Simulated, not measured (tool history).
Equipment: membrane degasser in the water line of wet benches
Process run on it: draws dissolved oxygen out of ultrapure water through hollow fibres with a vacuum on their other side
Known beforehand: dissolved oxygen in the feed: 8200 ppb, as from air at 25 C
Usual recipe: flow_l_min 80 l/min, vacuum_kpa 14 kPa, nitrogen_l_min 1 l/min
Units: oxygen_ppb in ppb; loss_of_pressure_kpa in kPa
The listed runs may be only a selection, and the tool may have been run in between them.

run    hour  flow_l_min  vacuum_kpa  nitrogen_l_min  oxygen_ppb  loss_of_pressure_kpa
  1       0          80          14               1      1320.6                 71.01
  2   269.2          80          14               1      1326.8                 71.01
  3   446.7          80          14               1      1321.8                  70.8
  4   587.6          80          14               1      1320.5                 71.01
  5   859.8          80          14               1      1323.2                  70.6
  6  1052.9          80          14               1      1326.7                 71.23
  7  1238.5          80          14               1      1325.4                 71.76
  8  1439.3          80          14               1      1330.9                  71.4
  9  1583.9          56          14               1      1040.2                 50.14
 10  1818.6          56          14               1      1040.2                 49.63
 11  2010.5          56          14               1      1044.8                 49.86
 12  2227.5          80          14               1      1309.2                 72.05
 13  2353.8          80        15.4               1        1458                 71.49
 14  2536.3          91          14               1      1439.6                 81.76
 15  2658.9          80          14             0.7      1610.3                 71.68
 16  2929.3          80          21               1      1987.9                 71.95
 17  3134.8          54        27.2            0.58      2688.8                 48.92
 18    3400          54        34.2             0.5      3477.5                 48.61
 19  3649.7          96        11.4            1.99       788.5                 86.87
 20  3933.2          96        11.4            1.99       790.5                  86.5
 21  4066.5         112          28            2.44      1912.1                 101.4
 22  4192.2         112          28            2.44      1917.9                101.44
 23  4343.9          80        28.8             0.5      3655.5                 72.34
 24  4549.8          93          25             0.7      3043.9                 84.33
 25    4792          61        14.9               1      1178.2                  55.4
 26  4941.2          61        21.7            0.61      2321.4                 55.15
 27  5092.6          61        21.7            0.61      2325.2                    56
 28  5217.6         127        29.9            0.61      4244.5                 115.1
 29  5386.5         120          13            0.61      2049.8                109.72
 30  5564.6         120          13            0.61      2030.7                109.31
 31  5763.4         120          13            0.61      2034.6                109.63

The log once held 4 entries between its listed runs, left out of this copy. Where does each go, and what is different about the tool's unlogged condition between the listed run before it and the listed run after it?
In the gap between runs 8 and 9: vacuum gauge calibrated (hour 1573.9)
  membrane still open, %: 96.4 -> 96.3; true pressure behind the membrane over the reading, kPa: 0.16 -> 0.24; air that leaks in behind the membrane, l/min: 0.0106 -> 0.0109
  measured less the result without the state, oxygen_ppb: +20.6 -> +20.9 ppb; loss_of_pressure_kpa: +2.57 -> +1.84 kPa
In the gap between runs 11 and 12: vacuum gauge calibrated, once more (hour 2048.3)
  membrane still open, %: 96.2 -> 96.1; true pressure behind the membrane over the reading, kPa: 0.26 -> 0.01; air that leaks in behind the membrane, l/min: 0.0119 -> 0.0123
  measured less the result without the state, oxygen_ppb: +22.7 -> +4.2 ppb; loss_of_pressure_kpa: +1.93 -> +2.84 kPa
In the gap between runs 24 and 25: seals of the vacuum lines changed (hour 4575.6)
  membrane still open, %: 94.9 -> 94.8; true pressure behind the membrane over the reading, kPa: 0.12 -> 0.13; air that leaks in behind the membrane, l/min: 0.0174 -> 0.0021
  measured less the result without the state, oxygen_ppb: +7.3 -> +14 ppb; loss_of_pressure_kpa: +4.28 -> +2.86 kPa
In the gap between runs 29 and 30: vacuum gauge calibrated (hour 5481.3)
  true pressure behind the membrane over the reading, kPa: 0.16 -> 0.03; air that leaks in behind the membrane, l/min: 0.0034 -> 0.0037
  measured less the result without the state, oxygen_ppb: +48.7 -> +29.1 ppb; loss_of_pressure_kpa: +6 -> +6.06 kPa
